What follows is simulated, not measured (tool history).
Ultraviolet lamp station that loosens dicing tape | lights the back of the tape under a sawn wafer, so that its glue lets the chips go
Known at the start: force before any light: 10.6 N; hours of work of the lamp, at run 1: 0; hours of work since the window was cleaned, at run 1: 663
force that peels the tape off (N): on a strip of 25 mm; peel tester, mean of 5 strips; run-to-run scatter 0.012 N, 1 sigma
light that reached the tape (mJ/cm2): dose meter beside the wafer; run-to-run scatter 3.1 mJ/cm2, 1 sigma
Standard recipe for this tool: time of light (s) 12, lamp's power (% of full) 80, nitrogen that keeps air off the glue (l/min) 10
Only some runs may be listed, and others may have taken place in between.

run	day	time of light (s)	lamp's power (% of full)	nitrogen that keeps air off the glue (l/min)	hours of work of the lamp	hours of work since the window was cleaned	force that peels the tape off (N)	light that reached the tape (mJ/cm2)
1	0	12	80	10	0	663	0.75	409
# day 0.317: window cleaned of glue's vapour
2	0.704	12	80	9	12	7	0.604	455
3	1.429	12	80	10	25	20	0.577	460
4	2.521	12	80	20	45	39	0.469	452
5	3.354	12	80	20	59	54	0.484	446
6	4.425	12	80	20	79	73	0.483	449
7	5.404	12	80	10	96	91	0.62	438
8	6.067	12	80	10	108	103	0.638	437
9	6.7	12	80	10	119	114	0.658	436
10	7.658	20	80	19	136	131	0.241	719
11	8.479	10	90	9	151	146	0.813	400
12	9.642	10	80	10	172	166	1.052	353
13	10.304	10	78	10	183	178	1.078	346
14	11.242	16	64	4	200	195	0.997	442
15	12.229	16	63	4	218	213	1.032	432
16	12.85	16	63	4	229	224	1.043	431
17	13.521	10	95	18	241	236	0.637	401
18	14.667	9	97	9	261	256	0.983	368

Describe how what the log doesn't record of the tool's condition differs between the last listed run preceding each entry between runs and the first listed run following it.
Run 1 -> run 2: window cleaned of glue's vapour (day 0.317)
  lamp's light, % of a new lamp's: 98.7 -> 98.3; light that the window lets through, % of a clean one's: 88.5 -> 99.9
  the result without the hidden state subtracted from the measured one, force that peels the tape off (N): +0.189 -> +0.024; light that reached the tape (mJ/cm2): -59 -> -8
